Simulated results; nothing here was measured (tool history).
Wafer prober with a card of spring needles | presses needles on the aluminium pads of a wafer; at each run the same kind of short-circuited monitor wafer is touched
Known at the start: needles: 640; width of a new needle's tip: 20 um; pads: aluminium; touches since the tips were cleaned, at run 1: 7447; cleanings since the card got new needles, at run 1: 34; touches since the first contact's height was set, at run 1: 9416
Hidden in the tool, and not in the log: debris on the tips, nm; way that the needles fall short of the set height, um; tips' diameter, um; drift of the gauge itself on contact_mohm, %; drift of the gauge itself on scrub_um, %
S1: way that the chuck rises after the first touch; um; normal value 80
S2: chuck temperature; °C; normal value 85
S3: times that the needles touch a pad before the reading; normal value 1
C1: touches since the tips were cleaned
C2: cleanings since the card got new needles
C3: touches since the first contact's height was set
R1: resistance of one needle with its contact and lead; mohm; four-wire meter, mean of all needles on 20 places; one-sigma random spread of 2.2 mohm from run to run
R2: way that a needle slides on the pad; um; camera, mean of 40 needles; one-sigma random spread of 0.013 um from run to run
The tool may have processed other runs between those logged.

Run 1, hour 0.0: usual settings; C1 7447; C2 34; C3 9416. Result: R1 315 mohm, R2 14.71 um.
At hour 2.3: tips cleaned on abrasive film.
Run 2, hour 10.8: usual settings; C1 4922; C2 35; C3 15605. Result: R1 309 mohm, R2 14.69 um.
At hour 17.0: tips cleaned on abrasive film.
At hour 31.2: tips cleaned on abrasive film.
Run 3, hour 33.5: usual settings; C1 1347; C2 37; C3 28685. Result: R1 267 mohm, R2 14.64 um.
At hour 45.5: tips cleaned on abrasive film.
Run 4, hour 54.5: usual settings but S3 2; C1 5199; C2 38; C3 40777. Result: R1 282 mohm, R2 14.64 um.
At hour 60.2: tips cleaned on abrasive film.
At hour 75.0: tips cleaned on abrasive film.
Run 5, hour 77.6: usual settings but S1 94 um, S3 2; C1 1507; C2 40; C3 54063. Result: R1 252 mohm, R2 17.17 um.
At hour 89.5: tips cleaned on abrasive film.
Run 6, hour 94.5: usual settings but S1 100 um; C1 2908; C2 41; C3 63792. Result: R1 275 mohm, R2 18.28 um.
At hour 103.9: tips cleaned on abrasive film.
Run 7, hour 115.3: usual settings; C1 6576; C2 42; C3 75763. Result: R1 317 mohm, R2 14.54 um.
At hour 118.2: tips cleaned on abrasive film.
At hour 131.9: tips cleaned on abrasive film.
Run 8, hour 131.9: usual settings; C1 33; C2 44; C3 85299. Result: R1 247 mohm, R2 14.50 um.
At hour 145.9: tips cleaned on abrasive film.
Run 9, hour 155.0: usual settings; C1 5280; C2 45; C3 98627. Result: R1 317 mohm, R2 14.48 um.
At hour 159.5: height of the first contact set anew.
At hour 161.4: tips cleaned on abrasive film.
Run 10, hour 168.6: usual settings but S2 96 °C; C1 4170; C2 46; C3 5216. Result: R1 311 mohm, R2 14.74 um.
At hour 175.2: tips cleaned on abrasive film.
Run 11, hour 188.2: usual settings but S1 69 um, S2 33 °C, S3 3; C1 7537; C2 47; C3 16485. Result: R1 270 mohm, R2 12.69 um.
At hour 189.3: tips cleaned on abrasive film.
Run 12, hour 202.0: usual settings but S1 67 um, S2 44 °C, S3 3; C1 7361; C2 48; C3 24464. Result: R1 276 mohm, R2 12.30 um.
At hour 203.2: tips cleaned on abrasive film.
Run 13, hour 215.0: usual settings but S1 67 um, S2 44 °C, S3 3; C1 6875; C2 49; C3 31949. Result: R1 274 mohm, R2 12.27 um.
At hour 217.1: tips cleaned on abrasive film.
At hour 231.1: tips cleaned on abrasive film.
Run 14, hour 232.5: usual settings but S1 77 um, S2 44 °C; C1 832; C2 51; C3 41952. Result: R1 256 mohm, R2 14.06 um.
At hour 245.4: tips cleaned on abrasive film.
Run 15, hour 256.4: usual settings but S1 78 um; C1 6391; C2 52; C3 55746. Result: R1 321 mohm, R2 14.22 um.
At hour 259.9: tips cleaned on abrasive film.
Run 16, hour 268.9: usual settings but S1 78 um; C1 5207; C2 53; C3 62926. Result: R1 312 mohm, R2 14.16 um.

Branching from run 16: 5 alternative next runs. What would each branch give?
At hour 273.9: tips cleaned on abrasive film.
Run A, hour 280.1: usual settings but S1 70 um, S3 3; C1 3578; C2 54; C3 69341. Result: R1 ?, R2 ?.
At hour 273.9: tips cleaned on abrasive film.
Run B, hour 280.1: usual settings but S1 78 um, S2 77 °C, S3 2; C1 3578; C2 54; C3 69341. Result: R1 ?, R2 ?.
At hour 273.9: tips cleaned on abrasive film.
Run C, hour 280.1: usual settings but S1 67 um, S2 120 °C; C1 3578; C2 54; C3 69341. Result: R1 ?, R2 ?.
At hour 273.9: tips cleaned on abrasive film.
Run D, hour 280.1: usual settings but S1 97 um, S2 77 °C, S3 2; C1 3578; C2 54; C3 69341. Result: R1 ?, R2 ?.
At hour 273.9: tips cleaned on abrasive film.
Run E, hour 280.1: usual settings but S1 77 um; C1 3578; C2 54; C3 69341. Result: R1 ?, R2 ?.

run   R1     R2
  A  269  12.71
  B  278  14.18
  C  332  12.13
  D  261  17.70
  E  311  14.00
Stripped of hidden state, with their random variation kept, the same runs would have yielded:
run   R1     R2
  A  240  12.91
  B  238  14.38
  C  251  12.34
  D  233  17.90
  E  244  14.20

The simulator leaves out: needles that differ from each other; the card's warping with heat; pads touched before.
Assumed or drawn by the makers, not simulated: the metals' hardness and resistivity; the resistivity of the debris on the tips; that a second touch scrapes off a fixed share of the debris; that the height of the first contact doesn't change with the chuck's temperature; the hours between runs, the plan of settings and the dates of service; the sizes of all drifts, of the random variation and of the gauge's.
